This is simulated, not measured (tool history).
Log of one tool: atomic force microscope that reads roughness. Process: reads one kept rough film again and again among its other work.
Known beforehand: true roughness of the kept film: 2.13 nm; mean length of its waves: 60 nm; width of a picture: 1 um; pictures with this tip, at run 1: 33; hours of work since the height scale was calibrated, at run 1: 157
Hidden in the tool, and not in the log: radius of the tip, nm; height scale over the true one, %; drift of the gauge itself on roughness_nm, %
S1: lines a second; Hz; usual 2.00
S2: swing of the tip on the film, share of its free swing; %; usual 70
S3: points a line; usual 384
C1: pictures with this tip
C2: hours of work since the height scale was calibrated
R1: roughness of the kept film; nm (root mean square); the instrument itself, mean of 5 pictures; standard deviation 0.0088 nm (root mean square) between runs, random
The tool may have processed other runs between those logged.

| run | hour | S1 | S2 | S3 | C1 | C2 | R1 |
|---|---|---|---|---|---|---|---|
| 1 | 0.0 | 2.00 | 70 | 384 | 33 | 157 | 1.899 |
|  | 34.1 | new tip fitted |
| 2 | 53.6 | 2.00 | 70 | 384 | 34 | 192 | 1.918 |
|  | 85.3 | new tip fitted |
| 3 | 109.3 | 2.00 | 70 | 344 | 42 | 229 | 1.907 |
|  | 140.8 | new tip fitted |
| 4 | 152.3 | 2.00 | 70 | 384 | 20 | 257 | 1.951 |
|  | 195.0 | new tip fitted |
| 5 | 211.0 | 2.00 | 70 | 384 | 28 | 295 | 1.945 |
|  | 248.9 | new tip fitted |
| 6 | 268.8 | 2.00 | 70 | 523 | 34 | 333 | 1.920 |
|  | 303.2 | new tip fitted |
| 7 | 317.0 | 2.00 | 70 | 523 | 24 | 365 | 1.925 |
|  | 356.3 | new tip fitted |
| 8 | 368.0 | 2.00 | 70 | 523 | 20 | 398 | 1.952 |
|  | 410.0 | new tip fitted |
| 9 | 414.4 | 2.00 | 81 | 384 | 8 | 428 | 1.878 |
|  | 461.3 | new tip fitted |
| 10 | 464.6 | 2.00 | 81 | 384 | 6 | 461 | 1.877 |
|  | 513.0 | new tip fitted |
| 11 | 522.0 | 2.00 | 81 | 384 | 16 | 499 | 1.868 |
| 12 | 548.7 | 2.00 | 81 | 384 | 62 | 516 | 1.798 |
|  | 567.2 | new tip fitted |
| 13 | 607.7 | 2.00 | 70 | 384 | 71 | 555 | 1.873 |
|  | 618.9 | new tip fitted |
| 14 | 665.9 | 2.00 | 70 | 384 | 82 | 593 | 1.870 |
|  | 670.1 | new tip fitted |
|  | 723.5 | new tip fitted |
| 15 | 725.6 | 2.00 | 70 | 384 | 4 | 632 | 1.974 |
| 16 | 753.0 | 2.00 | 70 | 384 | 51 | 650 | 1.896 |
|  | 775.7 | new tip fitted |
| 17 | 787.3 | 2.00 | 70 | 384 | 20 | 672 | 1.968 |
| 18 | 815.2 | 2.00 | 70 | 384 | 68 | 691 | 1.876 |
|  | 828.7 | new tip fitted |
| 19 | 854.6 | 2.00 | 70 | 430 | 44 | 716 | 1.913 |
|  | 880.2 | new tip fitted |
| 20 | 905.5 | 2.00 | 70 | 430 | 44 | 750 | 1.929 |
|  | 931.6 | new tip fitted |
| 21 | 937.3 | 2.00 | 70 | 281 | 10 | 770 | 1.978 |
| 22 | 972.6 | 1.66 | 70 | 281 | 71 | 794 | 1.898 |
|  | 983.2 | new tip fitted |
| 23 | 1021.1 | 1.66 | 70 | 458 | 65 | 825 | 1.903 |
|  | 1034.9 | new tip fitted |
| 24 | 1067.8 | 1.66 | 70 | 458 | 57 | 856 | 1.921 |
|  | 1087.3 | new tip fitted |
| 25 | 1104.5 | 2.00 | 78 | 384 | 29 | 880 | 1.875 |
|  | 1142.2 | new tip fitted |
| 26 | 1142.5 | 3.17 | 62 | 720 | 0 | 905 | 1.999 |
| 27 | 1166.8 | 3.87 | 61 | 262 | 43 | 921 | 1.922 |
|  | 1198.3 | new tip fitted |
| 28 | 1226.0 | 3.87 | 61 | 262 | 48 | 959 | 1.895 |
|  | 1249.5 | new tip fitted |
| 29 | 1258.3 | 2.00 | 70 | 753 | 16 | 980 | 1.975 |
|  | 1301.7 | new tip fitted |
| 30 | 1303.3 | 2.00 | 64 | 398 | 3 | 1010 | 2.002 |
|  | 1356.7 | new tip fitted |
| 31 | 1358.7 | 2.00 | 64 | 365 | 3 | 1046 | 2.025 |
| 32 | 1390.6 | 2.22 | 90 | 569 | 58 | 1067 | 1.716 |
|  | 1412.6 | new tip fitted |
| 33 | 1424.5 | 1.06 | 60 | 458 | 21 | 1089 | 2.041 |
|  | 1463.8 | new tip fitted |
| 34 | 1475.9 | 1.06 | 60 | 458 | 21 | 1123 | 2.068 |
|  | 1515.8 | new tip fitted |
| 35 | 1531.0 | 3.91 | 69 | 420 | 26 | 1159 | 1.873 |
| 36 | 1566.0 | 2.00 | 63 | 718 | 87 | 1182 | 1.917 |
|  | 1570.0 | new tip fitted |
| 37 | 1593.8 | 2.00 | 63 | 718 | 41 | 1200 | 1.978 |
|  | 1612.5 | height scale calibrated on a step standard |
|  | 1625.6 | new tip fitted |
| 38 | 1632.9 | 2.00 | 63 | 289 | 12 | 13 | 1.964 |
| 39 | 1670.2 | 2.67 | 76 | 873 | 77 | 38 | 1.753 |
|  | 1679.5 | new tip fitted |
| 40 | 1717.9 | 2.67 | 76 | 873 | 67 | 69 | 1.778 |
|  | 1734.8 | new tip fitted |
| 41 | 1761.2 | 3.51 | 63 | 1008 | 46 | 97 | 1.864 |
|  | 1787.8 | new tip fitted |
| 42 | 1814.8 | 3.51 | 63 | 1008 | 47 | 132 | 1.880 |
|  | 1839.4 | new tip fitted |
| 43 | 1841.0 | 3.51 | 62 | 490 | 3 | 149 | 1.952 |
|  | 1891.5 | new tip fitted |
| 44 | 1895.6 | 3.51 | 62 | 490 | 8 | 185 | 1.951 |
|  | 1943.3 | new tip fitted |
| 45 | 1955.2 | 3.51 | 62 | 490 | 21 | 224 | 1.926 |
|  | 1997.1 | new tip fitted |
| 46 | 2005.2 | 3.50 | 81 | 472 | 14 | 257 | 1.719 |
|  | 2050.8 | new tip fitted |
| 47 | 2059.9 | 3.50 | 81 | 472 | 16 | 293 | 1.720 |
| 48 | 2088.0 | 2.00 | 59 | 384 | 65 | 311 | 1.927 |
|  | 2105.1 | new tip fitted |
| 49 | 2146.4 | 1.55 | 63 | 828 | 72 | 349 | 1.921 |
|  | 2157.6 | new tip fitted |
| 50 | 2205.5 | 0.88 | 55 | 834 | 83 | 388 | 1.949 |

Alternative continuations, all from the tool just after run 50; predict every row:
|  | 2209.1 | new tip fitted |
| A | 2234.3 | 1.72 | 74 | 996 | 44 | 407 | ? |
|  | 2209.1 | new tip fitted |
| B | 2234.3 | 2.12 | 70 | 806 | 44 | 407 | ? |
|  | 2209.1 | new tip fitted |
| C | 2234.3 | 2.38 | 55 | 834 | 44 | 407 | ? |
|  | 2209.1 | new tip fitted |
| D | 2234.3 | 0.56 | 70 | 384 | 44 | 407 | ? |

| run | R1 |
|---|---|
| A | 1.911 |
| B | 1.898 |
| C | 1.963 |
| D | 1.971 |
Without the tool's hidden state the same runs would have given:
| run | R1 |
|---|---|
| A | 1.969 |
| B | 1.956 |
| C | 2.022 |
| D | 2.031 |
